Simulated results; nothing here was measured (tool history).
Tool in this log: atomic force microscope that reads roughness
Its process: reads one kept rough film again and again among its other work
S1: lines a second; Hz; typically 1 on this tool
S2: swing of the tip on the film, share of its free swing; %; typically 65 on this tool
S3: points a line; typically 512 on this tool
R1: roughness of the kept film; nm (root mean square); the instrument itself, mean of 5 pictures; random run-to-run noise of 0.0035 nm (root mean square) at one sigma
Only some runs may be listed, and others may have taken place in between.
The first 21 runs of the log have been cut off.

run 22 hour=344 | S1=1 S2=68 S3=534 | R1=0.841
run 23 hour=360.8 | S1=1 S2=68 S3=534 | R1=0.85
run 24 hour=376.1 | S1=1 S2=68 S3=534 | R1=0.845
run 25 hour=397.6 | S1=0.52 S2=59 S3=530 | R1=0.865
run 26 hour=416.7 | S1=2.66 S2=74 S3=535 | R1=0.751
-- hour=419 new tip fitted
run 27 hour=435.4 | S1=1.65 S2=65 S3=306 | R1=0.827
run 28 hour=451.8 | S1=0.81 S2=82 S3=306 | R1=0.816
run 29 hour=464.6 | S1=0.81 S2=82 S3=306 | R1=0.816
run 30 hour=479.5 | S1=1 S2=65 S3=410 | R1=0.853
run 31 hour=501.7 | S1=1 S2=65 S3=410 | R1=0.85
run 32 hour=514 | S1=1.23 S2=59 S3=477 | R1=0.853
run 33 hour=530.4 | S1=2.36 S2=61 S3=869 | R1=0.826
run 34 hour=552.4 | S1=1 S2=65 S3=901 | R1=0.845
run 35 hour=567.4 | S1=1 S2=56 S3=732 | R1=0.869
run 36 hour=587.5 | S1=0.52 S2=57 S3=934 | R1=0.873
run 37 hour=608.8 | S1=0.52 S2=57 S3=934 | R1=0.872
-- hour=612.5 new tip fitted
run 38 hour=622.4 | S1=1 S2=65 S3=258 | R1=0.848

Predict each of these 3 candidate next runs independently; none follows another, all start after run 38:
run A hour=635.5 | S1=0.81 S2=70 S3=504 | R1=?
run B hour=635.5 | S1=3.54 S2=65 S3=258 | R1=?
run C hour=635.5 | S1=1 S2=55 S3=258 | R1=?

run=A R1=0.852
run=B R1=0.775
run=C R1=0.862
Stripped of hidden state, with their random variation kept, the same runs would have yielded:
run=A R1=0.852
run=B R1=0.775
run=C R1=0.862
